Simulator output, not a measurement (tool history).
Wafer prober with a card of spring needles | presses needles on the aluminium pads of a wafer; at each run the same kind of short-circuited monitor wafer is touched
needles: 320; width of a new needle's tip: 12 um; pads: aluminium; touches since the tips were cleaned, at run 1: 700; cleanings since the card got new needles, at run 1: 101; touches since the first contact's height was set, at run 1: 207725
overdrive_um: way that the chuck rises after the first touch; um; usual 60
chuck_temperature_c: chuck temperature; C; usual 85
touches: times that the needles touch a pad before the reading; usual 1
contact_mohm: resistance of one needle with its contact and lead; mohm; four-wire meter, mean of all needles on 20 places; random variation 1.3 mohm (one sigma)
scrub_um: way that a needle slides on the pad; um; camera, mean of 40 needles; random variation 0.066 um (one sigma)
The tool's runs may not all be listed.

run	hour	overdrive_um	chuck_temperature_c	touches	touches since the tips were cleaned	cleanings since the card got new needles	touches since the first contact's height was set	contact_mohm	scrub_um
1	0	60	85	1	700	101	207725	111	10.07
# hour 6.2: tips cleaned on abrasive film
# hour 14.5: tips cleaned on abrasive film
# hour 16.8: height of the first contact set anew
# hour 25.1: tips cleaned on abrasive film
# hour 35.4: tips cleaned on abrasive film
# hour 45.7: tips cleaned on abrasive film
# hour 56: tips cleaned on abrasive film
2	56.8	60	85	1	178	107	8382	111	10.14
# hour 65.1: tips cleaned on abrasive film
# hour 75.4: tips cleaned on abrasive film
# hour 85.7: tips cleaned on abrasive film
# hour 96: tips cleaned on abrasive film
# hour 106.3: tips cleaned on abrasive film
3	108.4	60	85	1	451	112	19196	109	10.23
# hour 114.5: tips cleaned on abrasive film
# hour 124.8: tips cleaned on abrasive film
# hour 135.1: tips cleaned on abrasive film
4	135.6	60	85	1	90	115	24885	110	10.28
# hour 143.8: tips cleaned on abrasive film
# hour 154.1: tips cleaned on abrasive film
# hour 164.4: tips cleaned on abrasive film
# hour 174.7: tips cleaned on abrasive film
5	178.7	60	85	1	849	119	33939	109	10.19
# hour 185: tips cleaned on abrasive film
# hour 195.3: tips cleaned on abrasive film
# hour 205.6: tips cleaned on abrasive film
6	206.4	60	85	1	177	122	39729	112	10.28
# hour 214.6: tips cleaned on abrasive film
# hour 224.9: tips cleaned on abrasive film
# hour 235.2: tips cleaned on abrasive film
# hour 245.5: tips cleaned on abrasive film
# hour 255.8: tips cleaned on abrasive film
7	261.8	60	85	1	1273	127	51363	110	10.14
# hour 266: tips cleaned on abrasive film
# hour 276.3: tips cleaned on abrasive film
# hour 284.6: tips cleaned on abrasive film
# hour 294.9: tips cleaned on abrasive film
8	302.1	60	85	1	1533	131	59805	111	10.17
# hour 304.3: tips cleaned on abrasive film
# hour 314.6: tips cleaned on abrasive film
# hour 322.8: tips cleaned on abrasive film
# hour 333.1: tips cleaned on abrasive film
9	335.1	60	85	1	425	135	66707	111	10.11
# hour 343.4: tips cleaned on abrasive film
# hour 351.6: tips cleaned on abrasive film
# hour 361.9: tips cleaned on abrasive film
10	361.9	60	85	1	0	138	72310	112	10.23
# hour 372.2: tips cleaned on abrasive film
# hour 382.5: tips cleaned on abrasive film
# hour 392.8: tips cleaned on abrasive film
# hour 403.1: tips cleaned on abrasive film
# hour 411.4: tips cleaned on abrasive film
# hour 420.6: tips cleaned on abrasive film
11	420.6	60	85	1	0	144	84614	111	10.13
# hour 428.9: tips cleaned on abrasive film
# hour 439.2: tips cleaned on abrasive film
# hour 449.5: tips cleaned on abrasive film
12	454.3	60	53	1	1020	147	91680	108	10.14
# hour 458.5: tips cleaned on abrasive film
# hour 468.8: tips cleaned on abrasive film
# hour 479.1: tips cleaned on abrasive film
# hour 489.4: tips cleaned on abrasive film
13	494.2	60	53	1	1009	151	100031	107	10.23
# hour 498.3: tips cleaned on abrasive film
# hour 508.6: tips cleaned on abrasive film
# hour 516.9: tips cleaned on abrasive film
# hour 527.2: tips cleaned on abrasive film
14	531	60	53	1	817	155	107757	102	10.26
# hour 537.3: tips cleaned on abrasive film
# hour 547.6: tips cleaned on abrasive film
# hour 557.9: tips cleaned on abrasive film
15	562.7	60	85	2	1018	158	114389	113	10.3
# hour 566.9: tips cleaned on abrasive film
# hour 577.2: tips cleaned on abrasive film
# hour 587.5: tips cleaned on abrasive film
# hour 597.8: tips cleaned on abrasive film
16	604.7	43	51	1	1469	162	123201	110	7.27
# hour 606.8: tips cleaned on abrasive film
# hour 617.1: tips cleaned on abrasive film
# hour 625.4: tips cleaned on abrasive film
# hour 635.7: tips cleaned on abrasive film
# hour 646: tips cleaned on abrasive film
# hour 654.3: tips cleaned on abrasive film
17	659.6	46	85	1	1141	168	134705	115	7.81
# hour 663.8: tips cleaned on abrasive film
# hour 674.1: tips cleaned on abrasive film
# hour 684.4: tips cleaned on abrasive film
# hour 692.7: tips cleaned on abrasive film
# hour 703: tips cleaned on abrasive film
18	708.1	71	85	1	1093	173	144864	107	12
# hour 712.3: tips cleaned on abrasive film
# hour 720.6: tips cleaned on abrasive film
# hour 730.9: tips cleaned on abrasive film
19	734.6	71	85	1	798	176	150411	109	11.94
# hour 740.9: tips cleaned on abrasive film
# hour 749.1: tips cleaned on abrasive film
# hour 759.4: tips cleaned on abrasive film
# hour 769.7: tips cleaned on abrasive film
20	773.6	52	33	2	830	180	158582	106	8.8
# hour 779.9: tips cleaned on abrasive film
# hour 790.2: tips cleaned on abrasive film
# hour 800.5: tips cleaned on abrasive film
# hour 810.8: tips cleaned on abrasive film
# hour 819: tips cleaned on abrasive film
21	821.1	50	31	3	445	185	168527	106	8.44
# hour 827.3: tips cleaned on abrasive film
# hour 837.6: tips cleaned on abrasive film
# hour 847.9: tips cleaned on abrasive film
# hour 858.2: tips cleaned on abrasive film
22	862.5	45	29	3	894	189	177195	104	7.66
# hour 866.6: tips cleaned on abrasive film
# hour 874.9: tips cleaned on abrasive film
# hour 885.2: tips cleaned on abrasive film
# hour 893.5: tips cleaned on abrasive film
# hour 903.7: tips cleaned on abrasive film
23	904.4	45	29	3	134	194	185963	106	7.6
# hour 912.7: tips cleaned on abrasive film
# hour 920.9: tips cleaned on abrasive film
# hour 931.2: tips cleaned on abrasive film
# hour 941.5: tips cleaned on abrasive film
24	942	45	29	3	105	198	193843	108	7.53
# hour 950.3: tips cleaned on abrasive film
# hour 958.5: tips cleaned on abrasive film
# hour 968.8: tips cleaned on abrasive film
# hour 979.1: tips cleaned on abrasive film
25	979.5	76	85	1	66	202	201684	109	12.76

How the hidden state differs across the entries between the runs, from the last listed run before each to the first after it:
Between runs 1 and 2: tips cleaned on abrasive film (hour 6.2); tips cleaned on abrasive film (hour 14.5); height of the first contact set anew (hour 16.8); tips cleaned on abrasive film (hour 25.1); tips cleaned on abrasive film (hour 35.4); tips cleaned on abrasive film (hour 45.7); tips cleaned on abrasive film (hour 56)
  debris on the tips, nm: 0.9 -> 0.4; way that the needles fall short of the set height, um: 0.26 -> 0.01; tips' diameter, um: 12.09 -> 12.1
Between runs 2 and 3: tips cleaned on abrasive film (hour 65.1); tips cleaned on abrasive film (hour 75.4); tips cleaned on abrasive film (hour 85.7); tips cleaned on abrasive film (hour 96); tips cleaned on abrasive film (hour 106.3)
  debris on the tips, nm: 0.4 -> 0.7; way that the needles fall short of the set height, um: 0.01 -> 0.02
Between runs 3 and 4: tips cleaned on abrasive film (hour 114.5); tips cleaned on abrasive film (hour 124.8); tips cleaned on abrasive film (hour 135.1)
  debris on the tips, nm: 0.7 -> 0.3; way that the needles fall short of the set height, um: 0.02 -> 0.03
Between runs 4 and 5: tips cleaned on abrasive film (hour 143.8); tips cleaned on abrasive film (hour 154.1); tips cleaned on abrasive film (hour 164.4); tips cleaned on abrasive film (hour 174.7)
  debris on the tips, nm: 0.3 -> 1.2; way that the needles fall short of the set height, um: 0.03 -> 0.04; tips' diameter, um: 12.1 -> 12.11
Between runs 5 and 6: tips cleaned on abrasive film (hour 185); tips cleaned on abrasive film (hour 195.3); tips cleaned on abrasive film (hour 205.6)
  debris on the tips, nm: 1.2 -> 0.4; way that the needles fall short of the set height, um: 0.04 -> 0.05
Between runs 6 and 7: tips cleaned on abrasive film (hour 214.6); tips cleaned on abrasive film (hour 224.9); tips cleaned on abrasive film (hour 235.2); tips cleaned on abrasive film (hour 245.5); tips cleaned on abrasive film (hour 255.8)
  debris on the tips, nm: 0.4 -> 1.4; way that the needles fall short of the set height, um: 0.05 -> 0.06
Between runs 7 and 8: tips cleaned on abrasive film (hour 266); tips cleaned on abrasive film (hour 276.3); tips cleaned on abrasive film (hour 284.6); tips cleaned on abrasive film (hour 294.9)
  debris on the tips, nm: 1.4 -> 1.6; way that the needles fall short of the set height, um: 0.06 -> 0.07; tips' diameter, um: 12.11 -> 12.12
Between runs 8 and 9: tips cleaned on abrasive film (hour 304.3); tips cleaned on abrasive film (hour 314.6); tips cleaned on abrasive film (hour 322.8); tips cleaned on abrasive film (hour 333.1)
  debris on the tips, nm: 1.6 -> 0.6; way that the needles fall short of the set height, um: 0.07 -> 0.08
Between runs 9 and 10: tips cleaned on abrasive film (hour 343.4); tips cleaned on abrasive film (hour 351.6); tips cleaned on abrasive film (hour 361.9)
  debris on the tips, nm: 0.6 -> 0.2; way that the needles fall short of the set height, um: 0.08 -> 0.09; tips' diameter, um: 12.12 -> 12.13
Between runs 10 and 11: tips cleaned on abrasive film (hour 372.2); tips cleaned on abrasive film (hour 382.5); tips cleaned on abrasive film (hour 392.8); tips cleaned on abrasive film (hour 403.1); tips cleaned on abrasive film (hour 411.4); tips cleaned on abrasive film (hour 420.6)
  way that the needles fall short of the set height, um: 0.09 -> 0.11
Between runs 11 and 12: tips cleaned on abrasive film (hour 428.9); tips cleaned on abrasive film (hour 439.2); tips cleaned on abrasive film (hour 449.5)
  debris on the tips, nm: 0.2 -> 1.3
Between runs 12 and 13: tips cleaned on abrasive film (hour 458.5); tips cleaned on abrasive film (hour 468.8); tips cleaned on abrasive film (hour 479.1); tips cleaned on abrasive film (hour 489.4)
  way that the needles fall short of the set height, um: 0.11 -> 0.12; tips' diameter, um: 12.13 -> 12.14
Between runs 13 and 14: tips cleaned on abrasive film (hour 498.3); tips cleaned on abrasive film (hour 508.6); tips cleaned on abrasive film (hour 516.9); tips cleaned on abrasive film (hour 527.2)
  debris on the tips, nm: 1.3 -> 1.1; way that the needles fall short of the set height, um: 0.12 -> 0.13
Between runs 14 and 15: tips cleaned on abrasive film (hour 537.3); tips cleaned on abrasive film (hour 547.6); tips cleaned on abrasive film (hour 557.9)
  debris on the tips, nm: 1.1 -> 1.3; way that the needles fall short of the set height, um: 0.13 -> 0.14
Between runs 15 and 16: tips cleaned on abrasive film (hour 566.9); tips cleaned on abrasive film (hour 577.2); tips cleaned on abrasive film (hour 587.5); tips cleaned on abrasive film (hour 597.8)
  debris on the tips, nm: 1.3 -> 1.8; way that the needles fall short of the set height, um: 0.14 -> 0.15; tips' diameter, um: 12.14 -> 12.15
Between runs 16 and 17: tips cleaned on abrasive film (hour 606.8); tips cleaned on abrasive film (hour 617.1); tips cleaned on abrasive film (hour 625.4); tips cleaned on abrasive film (hour 635.7); tips cleaned on abrasive film (hour 646); tips cleaned on abrasive film (hour 654.3)
  debris on the tips, nm: 1.8 -> 1.5; way that the needles fall short of the set height, um: 0.15 -> 0.17
Between runs 17 and 18: tips cleaned on abrasive film (hour 663.8); tips cleaned on abrasive film (hour 674.1); tips cleaned on abrasive film (hour 684.4); tips cleaned on abrasive film (hour 692.7); tips cleaned on abrasive film (hour 703)
  debris on the tips, nm: 1.5 -> 1.3; way that the needles fall short of the set height, um: 0.17 -> 0.18; tips' diameter, um: 12.15 -> 12.16
Between runs 18 and 19: tips cleaned on abrasive film (hour 712.3); tips cleaned on abrasive film (hour 720.6); tips cleaned on abrasive film (hour 730.9)
  debris on the tips, nm: 1.3 -> 1.1; way that the needles fall short of the set height, um: 0.18 -> 0.19
Between runs 19 and 20: tips cleaned on abrasive film (hour 740.9); tips cleaned on abrasive film (hour 749.1); tips cleaned on abrasive film (hour 759.4); tips cleaned on abrasive film (hour 769.7)
  way that the needles fall short of the set height, um: 0.19 -> 0.2
Between runs 20 and 21: tips cleaned on abrasive film (hour 779.9); tips cleaned on abrasive film (hour 790.2); tips cleaned on abrasive film (hour 800.5); tips cleaned on abrasive film (hour 810.8); tips cleaned on abrasive film (hour 819)
  debris on the tips, nm: 1.1 -> 0.7; way that the needles fall short of the set height, um: 0.2 -> 0.21; tips' diameter, um: 12.16 -> 12.17
Between runs 21 and 22: tips cleaned on abrasive film (hour 827.3); tips cleaned on abrasive film (hour 837.6); tips cleaned on abrasive film (hour 847.9); tips cleaned on abrasive film (hour 858.2)
  debris on the tips, nm: 0.7 -> 1.2; way that the needles fall short of the set height, um: 0.21 -> 0.22
Between runs 22 and 23: tips cleaned on abrasive film (hour 866.6); tips cleaned on abrasive film (hour 874.9); tips cleaned on abrasive film (hour 885.2); tips cleaned on abrasive film (hour 893.5); tips cleaned on abrasive film (hour 903.7)
  debris on the tips, nm: 1.2 -> 0.4; way that the needles fall short of the set height, um: 0.22 -> 0.24; tips' diameter, um: 12.17 -> 12.18
Between runs 23 and 24: tips cleaned on abrasive film (hour 912.7); tips cleaned on abrasive film (hour 920.9); tips cleaned on abrasive film (hour 931.2); tips cleaned on abrasive film (hour 941.5)
  debris on the tips, nm: 0.4 -> 0.3; way that the needles fall short of the set height, um: 0.24 -> 0.25
Between runs 24 and 25: tips cleaned on abrasive film (hour 950.3); tips cleaned on abrasive film (hour 958.5); tips cleaned on abrasive film (hour 968.8); tips cleaned on abrasive film (hour 979.1)
  debris on the tips, nm: 0.3 -> 0.2; way that the needles fall short of the set height, um: 0.25 -> 0.26
